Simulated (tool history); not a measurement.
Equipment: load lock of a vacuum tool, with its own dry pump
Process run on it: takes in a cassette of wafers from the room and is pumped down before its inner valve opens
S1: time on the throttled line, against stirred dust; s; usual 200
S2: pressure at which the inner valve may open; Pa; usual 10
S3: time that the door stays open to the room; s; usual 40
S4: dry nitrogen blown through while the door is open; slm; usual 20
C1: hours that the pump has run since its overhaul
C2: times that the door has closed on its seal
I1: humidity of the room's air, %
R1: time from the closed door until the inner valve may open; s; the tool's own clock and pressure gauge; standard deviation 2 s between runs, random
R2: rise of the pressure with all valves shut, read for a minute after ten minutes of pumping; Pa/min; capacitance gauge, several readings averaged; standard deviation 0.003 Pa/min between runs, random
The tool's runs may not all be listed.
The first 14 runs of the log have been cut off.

run      day   S1  S2   S3  S4     C1     C2    I1     R1     R2
 15   62.725  149  10   40  20  12776   9233  43.0  306.5  0.162
 16   67.329  200  14   40  20  12887   9394  47.0  342.0  0.160
 17   71.458  200  14   40  20  12986   9539  49.2  343.5  0.167
 18   77.388  200  10   40   6  13128   9748  39.9  347.9  0.185
 19   79.971  259  11  227  15  13190   9838  46.0  398.7  0.211
 20   83.129  318  11   54  31  13266   9949  45.9  451.0  0.182
 21   89.375  200  10   55  35  13416  10169  48.5  353.7  0.193
 22   94.717  200  10   55  35  13544  10356  45.5  348.3  0.189
 23   97.550  200  10  153  20  13612  10456  45.8  351.6  0.206
 24  102.400  200  10  153  20  13728  10626  40.6  349.3  0.213

For run 25, what comes out?
 25  107.929  200  10  153  20  13861  10820  47.1   ?   ?

Run 25 measured R1 351.7 s, R2 0.222 Pa/min.
Had the tool carried no hidden state, the very same run would have given R1 330.4 s, R2 0.025 Pa/min.
